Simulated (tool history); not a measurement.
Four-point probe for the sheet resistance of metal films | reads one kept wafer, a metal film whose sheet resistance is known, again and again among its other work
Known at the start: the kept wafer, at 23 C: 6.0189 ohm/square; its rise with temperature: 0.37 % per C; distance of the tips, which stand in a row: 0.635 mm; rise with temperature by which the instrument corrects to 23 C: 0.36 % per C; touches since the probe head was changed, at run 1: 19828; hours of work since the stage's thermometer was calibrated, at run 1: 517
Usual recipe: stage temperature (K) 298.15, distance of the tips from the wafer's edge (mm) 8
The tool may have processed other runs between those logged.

| run | day | stage temperature (K) | distance of the tips from the wafer's edge (mm) | touches since the probe head was changed | hours of work since the stage's thermometer was calibrated | sheet resistance as the instrument gives it (ohm/square) |
|---|---|---|---|---|---|---|
| 1 | 0.000 | 298.15 | 8 | 19828 | 517 | 6.002303 |
| 2 | 1.133 | 298.15 | 48 | 20604 | 539 | 5.981440 |
| 3 | 1.875 | 298.15 | 8 | 21111 | 553 | 6.004442 |
| 4 | 2.433 | 298.15 | 4 | 21495 | 563 | 6.062745 |
| 5 | 3.138 | 298.15 | 11 | 21978 | 577 | 5.990169 |
| 6 | 4.250 | 298.15 | 11 | 22740 | 598 | 5.991762 |
| 7 | 5.108 | 298.15 | 11 | 23328 | 614 | 5.990652 |
| 8 | 5.988 | 298.15 | 11 | 23929 | 631 | 5.991331 |
| 9 | 7.100 | 298.15 | 8 | 24693 | 652 | 5.998468 |
| 10 | 8.221 | 298.15 | 8 | 25460 | 673 | 5.998627 |
| 11 | 8.842 | 292.15 | 8 | 25886 | 685 | 5.999920 |
| 12 | 9.646 | 301.15 | 24 | 26436 | 701 | 5.981204 |
| 13 | 10.758 | 299.15 | 13 | 27201 | 722 | 5.988179 |
| 14 | 11.475 | 303.15 | 13 | 27691 | 735 | 5.987860 |
| 15 | 12.133 | 298.15 | 23 | 28143 | 748 | 5.981971 |
| 16 | 12.908 | 299.15 | 8 | 28673 | 763 | 6.000620 |
| 17 | 13.900 | 301.15 | 47 | 29354 | 782 | 5.978259 |
| 18 | 14.792 | 301.15 | 47 | 29963 | 799 | 5.980463 |

Results for each run, recomputed without the tool's hidden state and with each run's random variation untouched:
Unlogged tool condition in this case: inner tips' distance over the nominal, %; tips' flats over new ones', %; wafer's true temperature over the reading, C; drift of the gauge itself on sheet_ohm, %.
| run | sheet resistance as the instrument gives it (ohm/square) |
|---|---|
| 1 | 6.039640 |
| 2 | 6.018953 |
| 3 | 6.042290 |
| 4 | 6.101074 |
| 5 | 6.028259 |
| 6 | 6.030174 |
| 7 | 6.029293 |
| 8 | 6.030209 |
| 9 | 6.037689 |
| 10 | 6.038138 |
| 11 | 6.039683 |
| 12 | 6.020977 |
| 13 | 6.028329 |
| 14 | 6.028157 |
| 15 | 6.022472 |
| 16 | 6.041444 |
| 17 | 6.019168 |
| 18 | 6.021628 |

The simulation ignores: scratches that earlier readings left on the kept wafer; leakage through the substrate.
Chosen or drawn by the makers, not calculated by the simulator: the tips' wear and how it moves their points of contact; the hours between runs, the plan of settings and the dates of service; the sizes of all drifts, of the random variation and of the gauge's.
